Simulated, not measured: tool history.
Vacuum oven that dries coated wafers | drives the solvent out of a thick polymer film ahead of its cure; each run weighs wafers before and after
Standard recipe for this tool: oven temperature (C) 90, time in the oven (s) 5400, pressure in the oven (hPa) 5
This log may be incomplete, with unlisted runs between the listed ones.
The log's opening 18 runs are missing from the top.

Run 19, hour 238.5: usual settings. Result: solvent left in the film (%) 1.87.
Run 20, hour 254.5: usual settings. Result: solvent left in the film (%) 1.9.
Run 21, hour 271.3: usual settings. Result: solvent left in the film (%) 1.82.
Run 22, hour 289.8: usual settings. Result: solvent left in the film (%) 1.84.
Run 23, hour 306.8: usual settings. Result: solvent left in the film (%) 1.86.
Run 24, hour 323.7: usual settings. Result: solvent left in the film (%) 1.88.
Run 25, hour 343.3: usual settings but time in the oven (s) 4680, pressure in the oven (hPa) 5.7. Result: solvent left in the film (%) 2.48.
Run 26, hour 359.7: usual settings but time in the oven (s) 4680, pressure in the oven (hPa) 5.7. Result: solvent left in the film (%) 2.57.
Run 27, hour 369.5: usual settings but time in the oven (s) 4680, pressure in the oven (hPa) 5.7. Result: solvent left in the film (%) 2.5.
Run 28, hour 385.7: usual settings but time in the oven (s) 4680, pressure in the oven (hPa) 5.7. Result: solvent left in the film (%) 2.51.
Run 29, hour 403.5: usual settings but oven temperature (C) 100, time in the oven (s) 4680, pressure in the oven (hPa) 5.7. Result: solvent left in the film (%) 0.68.
Run 30, hour 413.1: usual settings but oven temperature (C) 100, time in the oven (s) 4680, pressure in the oven (hPa) 5.7. Result: solvent left in the film (%) 0.52.
Run 31, hour 424.7: usual settings but time in the oven (s) 5760. Result: solvent left in the film (%) 1.72.
Run 32, hour 440.3: usual settings but oven temperature (C) 89, time in the oven (s) 6360, pressure in the oven (hPa) 7.65. Result: solvent left in the film (%) 1.62.
Run 33, hour 454.9: usual settings but oven temperature (C) 86, time in the oven (s) 7140, pressure in the oven (hPa) 17.84. Result: solvent left in the film (%) 2.14.
Run 34, hour 471.8: usual settings but oven temperature (C) 75, time in the oven (s) 5160, pressure in the oven (hPa) 5.13. Result: solvent left in the film (%) 7.28.
Run 35, hour 482.4: usual settings but oven temperature (C) 75, time in the oven (s) 5160, pressure in the oven (hPa) 5.13. Result: solvent left in the film (%) 7.27.
Run 36, hour 492.9: usual settings but time in the oven (s) 6360, pressure in the oven (hPa) 2.8. Result: solvent left in the film (%) 1.33.
Run 37, hour 507: usual settings but time in the oven (s) 6360, pressure in the oven (hPa) 2.8. Result: solvent left in the film (%) 1.31.
Run 38, hour 521.5: usual settings but oven temperature (C) 95, time in the oven (s) 3300, pressure in the oven (hPa) 2.8. Result: solvent left in the film (%) 2.75.
Run 39, hour 531.7: usual settings but oven temperature (C) 95, time in the oven (s) 3300, pressure in the oven (hPa) 14.84. Result: solvent left in the film (%) 2.88.
Run 40, hour 548.5: usual settings but time in the oven (s) 5340, pressure in the oven (hPa) 11.23. Result: solvent left in the film (%) 2.05.
Run 41, hour 559.2: usual settings but oven temperature (C) 78, time in the oven (s) 4380, pressure in the oven (hPa) 19.34. Result: solvent left in the film (%) 7.33.
Run 42, hour 572.3: usual settings but oven temperature (C) 99, time in the oven (s) 2880, pressure in the oven (hPa) 15.58. Result: solvent left in the film (%) 2.42.
Run 43, hour 584.7: usual settings but oven temperature (C) 99, time in the oven (s) 2880, pressure in the oven (hPa) 15.58. Result: solvent left in the film (%) 2.44.

Forecast each of these 3 alternatives for the next run:
Run A, hour 596.7: usual settings but time in the oven (s) 9660. Result: solvent left in the film (%) ?.
Run B, hour 596.7: usual settings but oven temperature (C) 94, time in the oven (s) 8400, pressure in the oven (hPa) 6.54. Result: solvent left in the film (%) ?.
Run C, hour 596.7: usual settings but oven temperature (C) 89, time in the oven (s) 2880, pressure in the oven (hPa) 15.58. Result: solvent left in the film (%) ?.

run  solvent left in the film (%)
  A                          0.48
  B                          0.34
  C                          5.54
With no hidden state in the tool, these same runs would have given:
run  solvent left in the film (%)
  A                          0.42
  B                          0.29
  C                          5.36

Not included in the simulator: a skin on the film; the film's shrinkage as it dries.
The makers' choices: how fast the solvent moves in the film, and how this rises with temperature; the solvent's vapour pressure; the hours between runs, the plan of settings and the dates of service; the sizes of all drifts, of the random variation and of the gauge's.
